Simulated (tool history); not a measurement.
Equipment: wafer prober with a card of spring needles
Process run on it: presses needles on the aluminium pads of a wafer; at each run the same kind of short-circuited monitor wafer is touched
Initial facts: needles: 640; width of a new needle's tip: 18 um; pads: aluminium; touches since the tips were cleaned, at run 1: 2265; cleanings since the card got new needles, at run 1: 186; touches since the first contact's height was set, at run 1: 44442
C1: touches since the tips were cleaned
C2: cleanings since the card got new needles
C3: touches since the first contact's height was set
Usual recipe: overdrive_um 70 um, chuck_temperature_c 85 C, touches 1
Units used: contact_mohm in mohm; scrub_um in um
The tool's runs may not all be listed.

Run 1, hour 0.0: usual settings; C1 2265; C2 186; C3 44442. Result: contact_mohm 167 mohm, scrub_um 10.36 um.
At hour 2.9: tips cleaned on abrasive film.
At hour 14.3: tips cleaned on abrasive film.
At hour 25.6: tips cleaned on abrasive film.
At hour 39.8: tips cleaned on abrasive film.
At hour 51.2: tips cleaned on abrasive film.
At hour 64.7: tips cleaned on abrasive film.
Run 2, hour 64.7: usual settings; C1 0; C2 192; C3 59215. Result: contact_mohm 119 mohm, scrub_um 10.31 um.
At hour 76.1: tips cleaned on abrasive film.
At hour 90.3: tips cleaned on abrasive film.
At hour 101.8: tips cleaned on abrasive film.
Run 3, hour 101.8: usual settings; C1 0; C2 195; C3 67693. Result: contact_mohm 112 mohm, scrub_um 10.28 um.
At hour 116.0: tips cleaned on abrasive film.
At hour 130.2: tips cleaned on abrasive film.
At hour 144.3: tips cleaned on abrasive film.
At hour 158.5: tips cleaned on abrasive film.
Run 4, hour 160.6: usual settings; C1 489; C2 199; C3 81153. Result: contact_mohm 130 mohm, scrub_um 10.28 um.
At hour 172.0: tips cleaned on abrasive film.
At hour 183.4: tips cleaned on abrasive film.
At hour 194.7: tips cleaned on abrasive film.
Run 5, hour 196.3: usual settings; C1 362; C2 202; C3 89301. Result: contact_mohm 131 mohm, scrub_um 10.28 um.
At hour 207.7: tips cleaned on abrasive film.
At hour 219.0: tips cleaned on abrasive film.
At hour 230.4: tips cleaned on abrasive film.
At hour 244.6: tips cleaned on abrasive film.
Run 6, hour 247.4: usual settings but overdrive_um 72 um; C1 645; C2 206; C3 100976. Result: contact_mohm 133 mohm, scrub_um 10.49 um.
At hour 258.7: tips cleaned on abrasive film.
At hour 270.1: tips cleaned on abrasive film.
Run 7, hour 280.9: usual settings but overdrive_um 72 um; C1 2489; C2 208; C3 108656. Result: contact_mohm 168 mohm, scrub_um 10.45 um.
At hour 283.8: tips cleaned on abrasive film.
At hour 295.2: tips cleaned on abrasive film.
At hour 309.4: tips cleaned on abrasive film.
At hour 320.7: tips cleaned on abrasive film.
At hour 334.9: tips cleaned on abrasive film.
Run 8, hour 343.3: usual settings but overdrive_um 72 um; C1 1928; C2 213; C3 122912. Result: contact_mohm 160 mohm, scrub_um 10.35 um.
At hour 349.0: tips cleaned on abrasive film.
At hour 363.2: tips cleaned on abrasive film.
At hour 374.6: tips cleaned on abrasive film.
At hour 388.8: tips cleaned on abrasive film.
At hour 400.1: tips cleaned on abrasive film.
At hour 414.3: tips cleaned on abrasive film.
Run 9, hour 414.7: usual settings; C1 97; C2 219; C3 139231. Result: contact_mohm 121 mohm, scrub_um 10.12 um.
At hour 426.1: tips cleaned on abrasive film.
At hour 437.5: tips cleaned on abrasive film.
At hour 451.6: tips cleaned on abrasive film.
Run 10, hour 461.1: usual settings; C1 2179; C2 222; C3 149849. Result: contact_mohm 173 mohm, scrub_um 10.07 um.
At hour 464.0: tips cleaned on abrasive film.
At hour 478.2: tips cleaned on abrasive film.
At hour 489.6: tips cleaned on abrasive film.
At hour 503.7: tips cleaned on abrasive film.
At hour 515.1: tips cleaned on abrasive film.
At hour 526.5: tips cleaned on abrasive film.
Run 11, hour 531.5: usual settings; C1 1156; C2 228; C3 165928. Result: contact_mohm 147 mohm, scrub_um 10.00 um.
At hour 540.0: tips cleaned on abrasive film.
At hour 551.4: tips cleaned on abrasive film.
At hour 563.1: tips cleaned on abrasive film.
Run 12, hour 563.1: usual settings but chuck_temperature_c 62 C; C1 0; C2 231; C3 173129. Result: contact_mohm 113 mohm, scrub_um 9.96 um.
At hour 571.8: height of the first contact set anew.
At hour 574.7: tips cleaned on abrasive film.
At hour 588.9: tips cleaned on abrasive film.
At hour 600.3: tips cleaned on abrasive film.
At hour 614.4: tips cleaned on abrasive film.
At hour 628.6: tips cleaned on abrasive film.
Run 13, hour 634.0: usual settings; C1 1242; C2 236; C3 14220. Result: contact_mohm 150 mohm, scrub_um 10.46 um.
At hour 642.6: tips cleaned on abrasive film.
At hour 653.9: tips cleaned on abrasive film.
At hour 668.1: tips cleaned on abrasive film.
At hour 679.5: tips cleaned on abrasive film.
Run 14, hour 689.6: usual settings but overdrive_um 84 um, chuck_temperature_c 39 C; C1 2334; C2 240; C3 26936. Result: contact_mohm 148 mohm, scrub_um 12.48 um.
At hour 692.5: tips cleaned on abrasive film.
At hour 703.9: tips cleaned on abrasive film.
At hour 718.1: tips cleaned on abrasive film.
At hour 729.4: tips cleaned on abrasive film.
At hour 743.6: tips cleaned on abrasive film.
Run 15, hour 751.7: usual settings but overdrive_um 62 um, chuck_temperature_c 91 C; C1 1860; C2 245; C3 41125. Result: contact_mohm 182 mohm, scrub_um 9.16 um.
At hour 757.4: tips cleaned on abrasive film.
At hour 771.6: tips cleaned on abrasive film.
At hour 785.8: tips cleaned on abrasive film.
At hour 800.0: tips cleaned on abrasive film.
At hour 814.2: tips cleaned on abrasive film.
Run 16, hour 824.0: usual settings but overdrive_um 79 um, chuck_temperature_c 49 C, touches 2; C1 2273; C2 250; C3 57673. Result: contact_mohm 136 mohm, scrub_um 11.70 um.
At hour 826.9: tips cleaned on abrasive film.
At hour 841.1: tips cleaned on abrasive film.
At hour 855.3: tips cleaned on abrasive film.
At hour 866.7: tips cleaned on abrasive film.
Run 17, hour 872.6: usual settings but overdrive_um 64 um, touches 2; C1 1377; C2 254; C3 68783. Result: contact_mohm 144 mohm, scrub_um 9.41 um.
At hour 878.4: tips cleaned on abrasive film.
At hour 889.7: tips cleaned on abrasive film.
At hour 903.9: tips cleaned on abrasive film.
Run 18, hour 911.3: usual settings but chuck_temperature_c 38 C; C1 1707; C2 257; C3 77626. Result: contact_mohm 160 mohm, scrub_um 10.25 um.
At hour 917.1: tips cleaned on abrasive film.
At hour 931.2: tips cleaned on abrasive film.
At hour 945.4: tips cleaned on abrasive film.
At hour 956.8: tips cleaned on abrasive film.
Run 19, hour 958.8: usual settings but overdrive_um 59 um, chuck_temperature_c 119 C; C1 456; C2 261; C3 88465. Result: contact_mohm 147 mohm, scrub_um 8.56 um.
At hour 970.1: tips cleaned on abrasive film.
At hour 984.3: tips cleaned on abrasive film.
At hour 998.5: tips cleaned on abrasive film.
Run 20, hour 1005.3: usual settings but overdrive_um 59 um, chuck_temperature_c 119 C, touches 2; C1 1560; C2 264; C3 99110. Result: contact_mohm 160 mohm, scrub_um 8.56 um.
At hour 1011.0: tips cleaned on abrasive film.
At hour 1025.2: tips cleaned on abrasive film.
At hour 1039.4: tips cleaned on abrasive film.
Run 21, hour 1044.8: usual settings but overdrive_um 59 um, chuck_temperature_c 119 C, touches 2; C1 1248; C2 267; C3 108145. Result: contact_mohm 152 mohm, scrub_um 8.53 um.
At hour 1053.3: tips cleaned on abrasive film.
At hour 1067.5: tips cleaned on abrasive film.
Run 22, hour 1076.6: usual settings but overdrive_um 79 um, chuck_temperature_c 62 C; C1 2089; C2 269; C3 115426. Result: contact_mohm 158 mohm, scrub_um 11.51 um.
At hour 1079.5: tips cleaned on abrasive film.
At hour 1093.7: tips cleaned on abrasive film.
At hour 1107.9: tips cleaned on abrasive film.
At hour 1119.2: tips cleaned on abrasive film.
At hour 1133.4: tips cleaned on abrasive film.
At hour 1144.8: tips cleaned on abrasive film.
Run 23, hour 1145.1: usual settings but overdrive_um 89 um, chuck_temperature_c 62 C, touches 2; C1 60; C2 275; C3 131061. Result: contact_mohm 109 mohm, scrub_um 12.98 um.
At hour 1156.4: tips cleaned on abrasive film.
At hour 1167.8: tips cleaned on abrasive film.
Run 24, hour 1177.8: usual settings but overdrive_um 89 um, chuck_temperature_c 61 C; C1 2307; C2 277; C3 138559. Result: contact_mohm 147 mohm, scrub_um 12.93 um.
At hour 1180.7: tips cleaned on abrasive film.
At hour 1192.1: tips cleaned on abrasive film.
At hour 1206.3: tips cleaned on abrasive film.
At hour 1220.4: tips cleaned on abrasive film.
At hour 1234.6: tips cleaned on abrasive film.
Run 25, hour 1239.2: usual settings but overdrive_um 89 um, chuck_temperature_c 61 C; C1 1065; C2 282; C3 152601. Result: contact_mohm 132 mohm, scrub_um 12.88 um.

Alternative continuations, all from the tool just after run 25; predict every row:
At hour 1247.8: tips cleaned on abrasive film.
At hour 1262.0: tips cleaned on abrasive film.
At hour 1276.2: tips cleaned on abrasive film.
Run A, hour 1277.0: usual settings but overdrive_um 74 um, touches 2; C1 189; C2 285; C3 161226. Result: contact_mohm ?, scrub_um ?.
At hour 1247.8: tips cleaned on abrasive film.
At hour 1262.0: tips cleaned on abrasive film.
At hour 1276.2: tips cleaned on abrasive film.
Run B, hour 1277.0: usual settings but overdrive_um 61 um, chuck_temperature_c 36 C, touches 3; C1 189; C2 285; C3 161226. Result: contact_mohm ?, scrub_um ?.
At hour 1247.8: tips cleaned on abrasive film.
At hour 1262.0: tips cleaned on abrasive film.
At hour 1276.2: tips cleaned on abrasive film.
Run C, hour 1277.0: usual settings but chuck_temperature_c 26 C; C1 189; C2 285; C3 161226. Result: contact_mohm ?, scrub_um ?.
At hour 1247.8: tips cleaned on abrasive film.
At hour 1262.0: tips cleaned on abrasive film.
At hour 1276.2: tips cleaned on abrasive film.
Run D, hour 1277.0: usual settings but overdrive_um 61 um, chuck_temperature_c 61 C, touches 3; C1 189; C2 285; C3 161226. Result: contact_mohm ?, scrub_um ?.
At hour 1247.8: tips cleaned on abrasive film.
At hour 1262.0: tips cleaned on abrasive film.
At hour 1276.2: tips cleaned on abrasive film.
Run E, hour 1277.0: usual settings but overdrive_um 89 um, chuck_temperature_c 52 C; C1 189; C2 285; C3 161226. Result: contact_mohm ?, scrub_um ?.

run  contact_mohm  scrub_um
  A           118     10.62
  B           115      8.68
  C           119     10.00
  D           113      8.65
  E           113     12.90
Stripped of hidden state, with their random variation kept, the same runs would have yielded:
run  contact_mohm  scrub_um
  A           109     11.10
  B           106      9.15
  C           103     10.47
  D           104      9.13
  E           103     13.38
